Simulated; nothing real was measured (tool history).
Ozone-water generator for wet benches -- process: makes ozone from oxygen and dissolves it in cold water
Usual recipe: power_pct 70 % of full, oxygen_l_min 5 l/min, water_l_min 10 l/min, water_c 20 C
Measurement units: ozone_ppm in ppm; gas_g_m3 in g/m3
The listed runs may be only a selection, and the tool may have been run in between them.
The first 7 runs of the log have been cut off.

| run | hour | power_pct | oxygen_l_min | water_l_min | water_c | hours of work since the electrodes were changed | hours of work since the contactor was cleaned | hours of work since the thermometer was calibrated | ozone_ppm | gas_g_m3 |
|---|---|---|---|---|---|---|---|---|---|---|
| 8 | 190.4 | 70 | 5 | 10 | 20 | 837 | 3899 | 2554 | 34.2 | 268.8 |
|  | 209.7 | water thermometer calibrated |
| 9 | 214.9 | 70 | 5 | 10 | 20 | 861 | 3923 | 5 | 34.3 | 268.1 |
| 10 | 257.1 | 70 | 5 | 10 | 20 | 903 | 3965 | 47 | 34.3 | 267.3 |
| 11 | 289 | 70 | 5 | 10 | 20 | 935 | 3997 | 79 | 34.3 | 266 |
| 12 | 307.1 | 70 | 5 | 10 | 18 | 953 | 4015 | 97 | 35.9 | 266.4 |
| 13 | 328.4 | 70 | 5 | 10 | 18 | 974 | 4036 | 118 | 35.5 | 263.9 |
| 14 | 348.3 | 48 | 5 | 10 | 18 | 994 | 4056 | 138 | 25.4 | 189.4 |
| 15 | 387.2 | 70 | 5 | 10 | 20 | 1033 | 4095 | 177 | 33.4 | 267.9 |
| 16 | 428 | 70 | 5 | 10 | 20 | 1073 | 4135 | 218 | 33.5 | 264.9 |
| 17 | 469.3 | 61 | 5 | 10 | 20 | 1114 | 4176 | 259 | 29.9 | 235.5 |
| 18 | 510.2 | 61 | 5 | 10 | 20 | 1155 | 4217 | 300 | 29.8 | 234.6 |
| 19 | 528.7 | 85 | 3.42 | 10 | 20 | 1174 | 4236 | 318 | 43.4 | 396 |
| 20 | 551.8 | 70 | 3.91 | 10 | 21 | 1197 | 4259 | 341 | 35.3 | 304 |
| 21 | 573.1 | 43 | 7 | 7 | 12 | 1218 | 4280 | 362 | 28.1 | 140.5 |
| 22 | 611.5 | 70 | 7.88 | 10 | 20 | 1256 | 4318 | 400 | 29.8 | 201.3 |
| 23 | 643.5 | 70 | 6.57 | 10 | 16 | 1288 | 4350 | 432 | 34.7 | 224.4 |
| 24 | 666.7 | 70 | 6.57 | 10 | 16 | 1311 | 4373 | 456 | 34.3 | 225 |
| 25 | 703.2 | 75 | 5 | 9 | 26 | 1348 | 4410 | 492 | 33.4 | 283.4 |
| 26 | 743.5 | 75 | 5 | 9 | 26 | 1388 | 4450 | 532 | 32.9 | 282.2 |
| 27 | 772.5 | 61 | 4.49 | 11 | 24 | 1417 | 4479 | 561 | 26.6 | 250.7 |
| 28 | 804.8 | 70 | 3.59 | 6 | 20 | 1449 | 4511 | 593 | 47.1 | 323.4 |
| 29 | 846.3 | 42 | 7.1 | 15 | 26 | 1490 | 4552 | 635 | 14 | 136.4 |
| 30 | 886.1 | 42 | 6.78 | 11 | 26 | 1530 | 4592 | 674 | 16.7 | 140.2 |
| 31 | 909.7 | 42 | 6.78 | 11 | 26 | 1553 | 4615 | 698 | 16.4 | 140.5 |
| 32 | 948.4 | 42 | 6.78 | 11 | 26 | 1592 | 4654 | 736 | 16.4 | 139.6 |

Forecast each of these 3 alternatives for the next run:
| A | 976.5 | 70 | 5 | 11 | 20 | 1620 | 4682 | 764 | ? | ? |
| B | 976.5 | 66 | 6.84 | 10 | 27 | 1620 | 4682 | 764 | ? | ? |
| C | 976.5 | 70 | 4.92 | 7 | 20 | 1620 | 4682 | 764 | ? | ? |

| run | ozone_ppm | gas_g_m3 |
|---|---|---|
| A | 31.5 | 265.3 |
| B | 25 | 205.7 |
| C | 39.8 | 267.5 |
With no hidden state in the tool, these same runs would have given:
| run | ozone_ppm | gas_g_m3 |
|---|---|---|
| A | 34.6 | 276.6 |
| B | 27.4 | 214 |
| C | 43.6 | 278.9 |
